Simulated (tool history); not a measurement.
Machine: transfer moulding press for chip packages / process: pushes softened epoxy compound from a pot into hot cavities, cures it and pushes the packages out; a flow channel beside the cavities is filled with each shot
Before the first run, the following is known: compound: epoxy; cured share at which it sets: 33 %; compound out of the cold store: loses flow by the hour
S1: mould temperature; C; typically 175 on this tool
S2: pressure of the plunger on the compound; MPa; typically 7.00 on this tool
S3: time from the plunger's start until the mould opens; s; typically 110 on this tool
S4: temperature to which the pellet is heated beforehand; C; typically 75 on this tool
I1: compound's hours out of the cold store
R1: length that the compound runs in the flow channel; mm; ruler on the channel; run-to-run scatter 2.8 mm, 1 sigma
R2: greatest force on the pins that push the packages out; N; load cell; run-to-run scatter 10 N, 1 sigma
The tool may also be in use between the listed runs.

{"run": 1, "hour": 0.0, "S1": 175, "S2": 7.0, "S3": 110, "S4": 75, "I1": 25.7, "R1": 792, "R2": 500}
{"hour": 38.6, "done": "plunger's sealing rings changed"}
{"run": 2, "hour": 45.6, "S1": 175, "S2": 7.0, "S3": 110, "S4": 75, "I1": 29.4, "R1": 782, "R2": 466}
{"run": 3, "hour": 81.9, "S1": 175, "S2": 7.0, "S3": 110, "S4": 71, "I1": 14.3, "R1": 843, "R2": 476}
{"run": 4, "hour": 117.4, "S1": 175, "S2": 5.53, "S3": 110, "S4": 71, "I1": 26.9, "R1": 698, "R2": 507}
{"hour": 134.4, "done": "cavities cleaned with cleaning compound and waxed"}
{"run": 5, "hour": 155.8, "S1": 175, "S2": 7.0, "S3": 122, "S4": 75, "I1": 26.2, "R1": 790, "R2": 426}
{"run": 6, "hour": 188.5, "S1": 175, "S2": 7.0, "S3": 122, "S4": 75, "I1": 43.3, "R1": 722, "R2": 446}
{"run": 7, "hour": 213.3, "S1": 175, "S2": 7.0, "S3": 122, "S4": 75, "I1": 18.0, "R1": 825, "R2": 444}
{"run": 8, "hour": 242.0, "S1": 175, "S2": 7.0, "S3": 122, "S4": 75, "I1": 9.6, "R1": 859, "R2": 448}
{"hour": 267.2, "done": "cavities cleaned with cleaning compound and waxed"}
{"run": 9, "hour": 289.2, "S1": 175, "S2": 7.0, "S3": 122, "S4": 75, "I1": 37.9, "R1": 746, "R2": 438}
{"run": 10, "hour": 314.6, "S1": 175, "S2": 7.0, "S3": 122, "S4": 75, "I1": 13.1, "R1": 846, "R2": 428}
{"run": 11, "hour": 340.1, "S1": 175, "S2": 7.0, "S3": 122, "S4": 75, "I1": 11.2, "R1": 852, "R2": 441}
{"run": 12, "hour": 377.9, "S1": 175, "S2": 7.0, "S3": 122, "S4": 75, "I1": 16.1, "R1": 830, "R2": 434}
{"hour": 400.1, "done": "cavities cleaned with cleaning compound and waxed"}
{"run": 13, "hour": 420.1, "S1": 175, "S2": 7.0, "S3": 122, "S4": 75, "I1": 39.3, "R1": 734, "R2": 447}
{"hour": 427.4, "done": "mould's thermocouples calibrated"}
{"run": 14, "hour": 444.2, "S1": 175, "S2": 7.0, "S3": 122, "S4": 75, "I1": 34.7, "R1": 755, "R2": 425}
{"run": 15, "hour": 483.4, "S1": 175, "S2": 5.95, "S3": 110, "S4": 74, "I1": 9.7, "R1": 789, "R2": 513}
{"run": 16, "hour": 514.7, "S1": 171, "S2": 5.71, "S3": 95, "S4": 66, "I1": 38.8, "R1": 682, "R2": 788}
{"hour": 535.6, "done": "cavities cleaned with cleaning compound and waxed"}
{"run": 17, "hour": 568.9, "S1": 171, "S2": 6.43, "S3": 121, "S4": 76, "I1": 25.6, "R1": 778, "R2": 520}
{"run": 18, "hour": 612.2, "S1": 175, "S2": 6.43, "S3": 118, "S4": 83, "I1": 10.9, "R1": 818, "R2": 455}
{"run": 19, "hour": 659.0, "S1": 176, "S2": 7.78, "S3": 143, "S4": 70, "I1": 18.2, "R1": 859, "R2": 405}
{"hour": 668.1, "done": "cavities cleaned with cleaning compound and waxed"}
{"hour": 677.4, "done": "plunger's sealing rings changed"}
{"run": 20, "hour": 702.6, "S1": 176, "S2": 7.78, "S3": 143, "S4": 70, "I1": 29.5, "R1": 815, "R2": 402}
{"run": 21, "hour": 746.3, "S1": 179, "S2": 7.12, "S3": 141, "S4": 76, "I1": 45.9, "R1": 707, "R2": 405}
{"run": 22, "hour": 772.5, "S1": 168, "S2": 5.42, "S3": 101, "S4": 75, "I1": 46.8, "R1": 648, "R2": 858}
{"run": 23, "hour": 795.5, "S1": 168, "S2": 5.42, "S3": 101, "S4": 75, "I1": 46.9, "R1": 646, "R2": 819}
{"hour": 804.2, "done": "cavities cleaned with cleaning compound and waxed"}
{"run": 24, "hour": 847.5, "S1": 175, "S2": 7.67, "S3": 110, "S4": 75, "I1": 23.5, "R1": 839, "R2": 462}
{"run": 25, "hour": 880.7, "S1": 175, "S2": 7.0, "S3": 110, "S4": 83, "I1": 8.7, "R1": 864, "R2": 505}
{"run": 26, "hour": 915.6, "S1": 175, "S2": 6.26, "S3": 110, "S4": 69, "I1": 13.3, "R1": 801, "R2": 484}
{"hour": 936.8, "done": "cavities cleaned with cleaning compound and waxed"}
{"run": 27, "hour": 960.3, "S1": 175, "S2": 5.25, "S3": 145, "S4": 69, "I1": 28.3, "R1": 673, "R2": 401}
{"run": 28, "hour": 997.2, "S1": 175, "S2": 8.2, "S3": 114, "S4": 77, "I1": 21.0, "R1": 874, "R2": 488}

Each row is a separate what-if for the run after 28, all from the same tool condition, not one after another. Results?
{"run": "A", "hour": 1020.7, "S1": 169, "S2": 5.73, "S3": 114, "S4": 83, "I1": 20.4, "R1": "?", "R2": "?"}
{"run": "B", "hour": 1020.7, "S1": 171, "S2": 7.0, "S3": 126, "S4": 75, "I1": 15.1, "R1": "?", "R2": "?"}
{"run": "C", "hour": 1020.7, "S1": 172, "S2": 5.69, "S3": 138, "S4": 77, "I1": 36.4, "R1": "?", "R2": "?"}
{"run": "D", "hour": 1020.7, "S1": 175, "S2": 7.48, "S3": 110, "S4": 81, "I1": 32.3, "R1": "?", "R2": "?"}

run=A R1=756 R2=631
run=B R1=850 R2=495
run=C R1=684 R2=443
run=D R1=784 R2=456
What these runs would have given with no unlogged condition in the tool:
run=A R1=756 R2=626
run=B R1=850 R2=491
run=C R1=685 R2=439
run=D R1=784 R2=453
